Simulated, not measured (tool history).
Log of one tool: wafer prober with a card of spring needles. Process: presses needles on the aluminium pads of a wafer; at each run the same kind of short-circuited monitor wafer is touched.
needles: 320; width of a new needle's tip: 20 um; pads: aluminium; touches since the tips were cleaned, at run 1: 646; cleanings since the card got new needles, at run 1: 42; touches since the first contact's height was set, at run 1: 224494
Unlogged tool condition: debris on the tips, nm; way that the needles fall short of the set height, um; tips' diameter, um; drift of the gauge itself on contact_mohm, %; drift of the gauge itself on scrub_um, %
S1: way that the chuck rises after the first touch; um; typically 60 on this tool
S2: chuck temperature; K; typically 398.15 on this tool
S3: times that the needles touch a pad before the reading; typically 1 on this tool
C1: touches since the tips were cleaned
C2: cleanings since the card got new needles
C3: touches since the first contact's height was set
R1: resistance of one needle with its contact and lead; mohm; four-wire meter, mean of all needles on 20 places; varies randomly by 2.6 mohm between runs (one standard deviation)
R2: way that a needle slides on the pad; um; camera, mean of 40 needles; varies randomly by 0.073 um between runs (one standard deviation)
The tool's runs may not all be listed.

| run | hour | S1 | S2 | S3 | C1 | C2 | C3 | R1 | R2 |
|---|---|---|---|---|---|---|---|---|---|
| 1 | 0 | 60 | 398.15 | 1 | 646 | 42 | 224494 | 315 | 8.99 |
|  | 10.1 | tips cleaned on abrasive film |
| 2 | 15 | 60 | 398.15 | 1 | 2054 | 43 | 230714 | 344 | 8.95 |
|  | 21.1 | tips cleaned on abrasive film |
| 3 | 27.8 | 60 | 398.15 | 1 | 2773 | 44 | 236006 | 358 | 9.03 |
|  | 32.7 | tips cleaned on abrasive film |
|  | 38.9 | height of the first contact set anew |
| 4 | 39 | 60 | 389.15 | 1 | 2514 | 45 | 57 | 344 | 9.58 |
|  | 44.7 | tips cleaned on abrasive film |
| 5 | 49 | 60 | 389.15 | 1 | 1799 | 46 | 4196 | 334 | 9.61 |
|  | 56.5 | tips cleaned on abrasive film |
| 6 | 59.4 | 60 | 389.15 | 1 | 1196 | 47 | 8475 | 324 | 9.63 |
|  | 67.8 | tips cleaned on abrasive film |
| 7 | 74.2 | 60 | 389.15 | 1 | 2659 | 48 | 14611 | 341 | 9.47 |
|  | 79.4 | tips cleaned on abrasive film |
| 8 | 83.6 | 60 | 389.15 | 1 | 1724 | 49 | 18487 | 332 | 9.55 |
|  | 90.2 | tips cleaned on abrasive film |
|  | 101.3 | tips cleaned on abrasive film |
| 9 | 101.3 | 57 | 389.15 | 1 | 0 | 51 | 25832 | 306 | 9.19 |
|  | 113.8 | tips cleaned on abrasive film |
| 10 | 119.7 | 57 | 389.15 | 1 | 2456 | 52 | 33454 | 351 | 8.9 |
|  | 125 | tips cleaned on abrasive film |
|  | 136.1 | tips cleaned on abrasive film |
| 11 | 140.6 | 57 | 389.15 | 1 | 1888 | 54 | 42114 | 342 | 9.03 |
|  | 148.3 | tips cleaned on abrasive film |
|  | 159.6 | tips cleaned on abrasive film |
| 12 | 162.4 | 57 | 389.15 | 1 | 1194 | 56 | 51147 | 332 | 8.85 |
|  | 171.6 | tips cleaned on abrasive film |
| 13 | 172.4 | 57 | 389.15 | 1 | 347 | 57 | 55266 | 308 | 8.98 |
|  | 183.2 | tips cleaned on abrasive film |
|  | 194.1 | tips cleaned on abrasive film |
| 14 | 194.1 | 57 | 389.15 | 1 | 0 | 59 | 64229 | 302 | 8.93 |
| 15 | 204.4 | 57 | 389.15 | 1 | 4307 | 59 | 68536 | 374 | 8.99 |
|  | 205.6 | tips cleaned on abrasive film |
|  | 216.8 | tips cleaned on abrasive film |
| 16 | 226.8 | 57 | 299.15 | 1 | 4211 | 61 | 77836 | 361 | 8.93 |
|  | 228.3 | tips cleaned on abrasive film |
|  | 239.2 | tips cleaned on abrasive film |
| 17 | 245.2 | 60 | 398.15 | 1 | 2507 | 63 | 85429 | 354 | 9.39 |
|  | 251 | tips cleaned on abrasive film |
|  | 262.6 | tips cleaned on abrasive film |
| 18 | 262.8 | 60 | 398.15 | 3 | 88 | 65 | 92681 | 296 | 9.32 |
|  | 274.4 | tips cleaned on abrasive film |
| 19 | 281 | 78 | 398.15 | 1 | 2755 | 66 | 100264 | 330 | 12.19 |
|  | 285.5 | tips cleaned on abrasive film |
|  | 297.2 | tips cleaned on abrasive film |
| 20 | 300.2 | 42 | 361.15 | 2 | 1281 | 68 | 108197 | 332 | 6.4 |
|  | 309.5 | tips cleaned on abrasive film |
| 21 | 309.5 | 42 | 361.15 | 2 | 0 | 69 | 112043 | 301 | 6.31 |
|  | 320.6 | tips cleaned on abrasive film |
| 22 | 328.7 | 50 | 336.15 | 3 | 3394 | 70 | 120013 | 321 | 7.66 |
|  | 331.8 | tips cleaned on abrasive film |
|  | 343.9 | tips cleaned on abrasive film |
| 23 | 351.5 | 46 | 345.15 | 3 | 3153 | 72 | 129425 | 336 | 6.95 |
|  | 355.1 | tips cleaned on abrasive film |
|  | 366.3 | tips cleaned on abrasive film |
| 24 | 368.5 | 40 | 389.15 | 2 | 902 | 74 | 136458 | 342 | 5.95 |
|  | 377.8 | tips cleaned on abrasive film |
| 25 | 379.5 | 66 | 398.15 | 2 | 677 | 75 | 140995 | 302 | 9.98 |
|  | 389.5 | tips cleaned on abrasive film |
| 26 | 389.5 | 66 | 398.15 | 2 | 7 | 76 | 145155 | 298 | 10.15 |
|  | 401.8 | tips cleaned on abrasive film |
| 27 | 402.3 | 41 | 398.15 | 1 | 188 | 77 | 150454 | 327 | 6.04 |
|  | 413.5 | tips cleaned on abrasive film |
| 28 | 415.9 | 40 | 319.15 | 1 | 976 | 78 | 156073 | 367 | 6.04 |
|  | 425.7 | tips cleaned on abrasive film |
| 29 | 434 | 40 | 319.15 | 1 | 3464 | 79 | 163613 | 471 | 5.87 |
|  | 437.1 | tips cleaned on abrasive film |
|  | 448 | tips cleaned on abrasive film |
| 30 | 453.2 | 50 | 320.15 | 1 | 2174 | 81 | 171555 | 361 | 7.44 |
|  | 459.1 | tips cleaned on abrasive film |
|  | 470.8 | tips cleaned on abrasive film |
| 31 | 474.9 | 44 | 320.15 | 2 | 1732 | 83 | 180528 | 341 | 6.39 |
|  | 482.8 | tips cleaned on abrasive film |
| 32 | 491.9 | 44 | 365.15 | 3 | 3800 | 84 | 187604 | 351 | 6.41 |
|  | 495.2 | tips cleaned on abrasive film |
| 33 | 502.4 | 50 | 318.15 | 2 | 3009 | 85 | 191916 | 343 | 7.39 |

3 ways to go on from here, each from the tool as it stands after run 33. What would each give?
|  | 506.1 | tips cleaned on abrasive film |
|  | 517 | tips cleaned on abrasive film |
| A | 525.1 | 50 | 306.15 | 1 | 3356 | 87 | 201311 | ? | ? |
|  | 506.1 | tips cleaned on abrasive film |
|  | 517 | tips cleaned on abrasive film |
| B | 525.1 | 73 | 337.15 | 1 | 3356 | 87 | 201311 | ? | ? |
|  | 506.1 | tips cleaned on abrasive film |
|  | 517 | tips cleaned on abrasive film |
| C | 525.1 | 66 | 318.15 | 2 | 3356 | 87 | 201311 | ? | ? |

| run | R1 | R2 |
|---|---|---|
| A | 409 | 7.39 |
| B | 334 | 11.01 |
| C | 319 | 10.01 |
Stripped of hidden state, with their random variation kept, the same runs would have yielded:
| run | R1 | R2 |
|---|---|---|
| A | 271 | 8.04 |
| B | 272 | 11.65 |
| C | 272 | 10.65 |
